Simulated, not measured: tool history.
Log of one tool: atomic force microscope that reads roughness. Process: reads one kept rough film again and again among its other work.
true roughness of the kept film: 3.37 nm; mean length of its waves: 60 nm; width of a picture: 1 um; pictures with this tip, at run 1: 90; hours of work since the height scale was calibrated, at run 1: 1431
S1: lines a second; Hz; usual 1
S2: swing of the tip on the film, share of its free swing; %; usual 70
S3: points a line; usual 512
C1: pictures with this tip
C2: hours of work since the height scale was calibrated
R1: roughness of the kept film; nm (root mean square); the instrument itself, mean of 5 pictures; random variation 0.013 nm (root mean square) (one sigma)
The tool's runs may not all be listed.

run    hour    S1  S2    S3  C1    C2     R1
  1       0     1  70   512  90  1431  2.954
       10.3  -- new tip fitted
  2    44.7     1  70   512  55  1453  3.021
       79.8  -- new tip fitted
  3   111.4     1  70   512  51  1486  3.031
      146.4  -- new tip fitted
  4   170.2     1  70   512  38  1515  3.086
      211.6  -- new tip fitted
  5   215.5     1  70   432   6  1537  3.139
  6   265.8     1  70   432  88  1562  2.951
      277.4  -- new tip fitted
  7   335.3     1  70   432  94  1597  2.928
      345.1  -- new tip fitted
  8   392.9     1  70   432  77  1625  2.987
      409.8  -- new tip fitted
  9   468.5     1  75   512  95  1663  2.921
      479.5  -- new tip fitted
 10   540.7     1  75   512  99  1698    2.9
      548.4  -- new tip fitted
 11   589.7     1  75   512  67  1722  2.941
      617.7  -- new tip fitted
 12   665.8     1  75   512  78  1760  2.942
      683.6  -- new tip fitted
 13   741.4     1  70   512  94  1797  2.923
        751  -- new tip fitted
 14   803.6     1  70   512  85  1828  2.952
      819.1  -- new tip fitted
 15   838.8     1  70   512  32  1845  3.081
      889.8  -- new tip fitted
 16   899.2  1.53  63   315  16  1875  3.092
 17   942.9  1.53  63   315  86  1897  2.942
      957.6  -- new tip fitted
     1024.3  -- new tip fitted
 18  1024.3  1.53  63   315   0  1937   3.17
     1094.3  -- new tip fitted
 19    1103  0.93  62   854  14  1976  3.202
 20  1138.8  2.25  76   892  72  1994  2.783
     1163.7  -- new tip fitted
 21  1220.4  2.25  76   892  92  2034  2.695
     1232.5  -- new tip fitted
 22  1286.3     1  83   793  87  2067  2.856
     1303.7  -- new tip fitted
 23  1357.4     1  83   793  87  2102  2.869
     1370.9  -- new tip fitted
 24  1409.3     1  83   793  62  2127   2.94
     1439.6  -- new tip fitted
 25  1476.4  3.89  70  1007  60  2161  2.709
     1509.5  -- new tip fitted
     1524.7  -- height scale calibrated on a step standard
 26    1540  0.94  82   512  48     8  2.903
     1578.2  -- new tip fitted
 27  1581.4  0.71  82   977   5    28  3.081
 28  1638.1  0.58  60   670  97    56   2.95

4 ways to go on from here, each from the tool as it stands after run 28. What would each give?
     1645.1  -- new tip fitted
     1709.9  -- new tip fitted
  A  1716.6  2.81  70  512  11  95   ?
     1645.1  -- new tip fitted
     1709.9  -- new tip fitted
  B  1716.6  0.74  60  691  11  95   ?
     1645.1  -- new tip fitted
     1709.9  -- new tip fitted
  C  1716.6  0.91  89  565  11  95   ?
     1645.1  -- new tip fitted
     1709.9  -- new tip fitted
  D  1716.6  0.58  60  376  11  95   ?

run     R1
  A  2.891
  B  3.193
  C  2.931
  D  3.158
Without the tool's hidden state the same runs would have given:
run     R1
  A   2.91
  B  3.214
  C   2.95
  D  3.178

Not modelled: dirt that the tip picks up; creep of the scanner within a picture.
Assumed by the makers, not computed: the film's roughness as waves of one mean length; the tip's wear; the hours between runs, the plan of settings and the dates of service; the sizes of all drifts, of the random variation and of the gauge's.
